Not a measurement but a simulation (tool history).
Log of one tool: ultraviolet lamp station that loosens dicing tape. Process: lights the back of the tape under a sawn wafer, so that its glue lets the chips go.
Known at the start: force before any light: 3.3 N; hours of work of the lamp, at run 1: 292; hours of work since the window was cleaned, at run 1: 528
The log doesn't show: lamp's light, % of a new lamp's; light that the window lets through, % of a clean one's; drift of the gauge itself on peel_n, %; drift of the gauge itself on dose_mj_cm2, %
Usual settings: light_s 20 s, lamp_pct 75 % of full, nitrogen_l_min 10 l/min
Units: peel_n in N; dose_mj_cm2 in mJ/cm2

| run | hour | light_s | lamp_pct | nitrogen_l_min | hours of work of the lamp | hours of work since the window was cleaned | peel_n | dose_mj_cm2 |
|---|---|---|---|---|---|---|---|---|
| 1 | 0 | 20 | 75 | 10 | 292 | 528 | 0.576 | 460 |
| 2 | 59.9 | 20 | 75 | 10 | 326 | 562 | 0.612 | 455 |
|  | 86.3 | window cleaned of glue's vapour |
| 3 | 95.2 | 20 | 75 | 10 | 346 | 5 | 0.504 | 493 |
| 4 | 133.8 | 20 | 75 | 10 | 368 | 27 | 0.542 | 492 |
| 5 | 175.7 | 20 | 75 | 10 | 392 | 51 | 0.562 | 480 |
| 6 | 211.6 | 20 | 75 | 10 | 412 | 71 | 0.569 | 478 |
| 7 | 267.8 | 20 | 75 | 10 | 444 | 103 | 0.575 | 472 |
| 8 | 299.2 | 20 | 75 | 10 | 462 | 121 | 0.575 | 473 |
| 9 | 352.5 | 20 | 75 | 10 | 493 | 152 | 0.585 | 458 |
| 10 | 381.2 | 15 | 75 | 10 | 509 | 168 | 0.872 | 340 |
| 11 | 438.9 | 15 | 75 | 10 | 542 | 201 | 0.893 | 335 |

Run 12 comes next. What will it give?
| 12 | 497.7 | 15 | 75 | 10 | 575 | 234 | ? | ? |

peel_n: 0.888 N
dose_mj_cm2: 327 mJ/cm2
Without the tool's hidden state the same run would have given peel_n 0.655 N, dose_mj_cm2 415 mJ/cm2.
